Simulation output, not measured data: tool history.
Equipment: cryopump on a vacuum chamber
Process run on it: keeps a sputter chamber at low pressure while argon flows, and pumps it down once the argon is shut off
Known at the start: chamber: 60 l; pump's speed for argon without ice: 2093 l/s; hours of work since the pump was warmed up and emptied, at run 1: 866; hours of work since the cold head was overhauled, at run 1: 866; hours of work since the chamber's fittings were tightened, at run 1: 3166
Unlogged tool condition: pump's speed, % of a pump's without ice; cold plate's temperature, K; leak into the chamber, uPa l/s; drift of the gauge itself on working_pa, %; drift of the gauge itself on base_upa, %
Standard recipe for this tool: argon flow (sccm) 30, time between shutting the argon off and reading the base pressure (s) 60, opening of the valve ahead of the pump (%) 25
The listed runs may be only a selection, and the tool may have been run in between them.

run,hour,argon flow (sccm),time between shutting the argon off and reading the base pressure (s),opening of the valve ahead of the pump (%),hours of work since the pump was warmed up and emptied,hours of work since the cold head was overhauled,hours of work since the chamber's fittings were tightened,pressure while argon flows (Pa),pressure after the wait (uPa)
1,0.0,30,60,25,866,866,3166,0.1084,3.10
# hour 80.7: pump warmed up, emptied and cooled again
2,96.1,30,60,25,9,917,3217,0.0969,2.42
3,212.2,30,60,25,73,981,3282,0.0989,2.47
4,301.8,30,60,25,124,1032,3332,0.0976,2.65
5,383.5,30,60,25,169,1077,3378,0.0989,2.71
6,511.3,30,60,25,241,1149,3449,0.0995,2.73
7,603.3,30,60,25,292,1200,3500,0.1005,2.73
8,732.1,45,55,36,364,1272,3572,0.1071,2.86
9,820.9,14,101,54,414,1321,3622,0.0231,2.42
10,922.1,14,101,54,470,1378,3679,0.0236,2.49
11,1043.2,14,101,54,538,1446,3746,0.0243,2.55
12,1175.5,24,73,37,612,1520,3820,0.0578,2.88

Same runs, no hidden state in the tool, same run-to-run variation:
run,pressure while argon flows (Pa),pressure after the wait (uPa)
1,0.0968,1.30
2,0.0965,1.24
3,0.0979,1.26
4,0.0961,1.33
5,0.0969,1.33
6,0.0969,1.30
7,0.0974,1.28
8,0.1012,1.37
9,0.0210,0.81
10,0.0212,0.81
11,0.0215,0.80
12,0.0522,1.08

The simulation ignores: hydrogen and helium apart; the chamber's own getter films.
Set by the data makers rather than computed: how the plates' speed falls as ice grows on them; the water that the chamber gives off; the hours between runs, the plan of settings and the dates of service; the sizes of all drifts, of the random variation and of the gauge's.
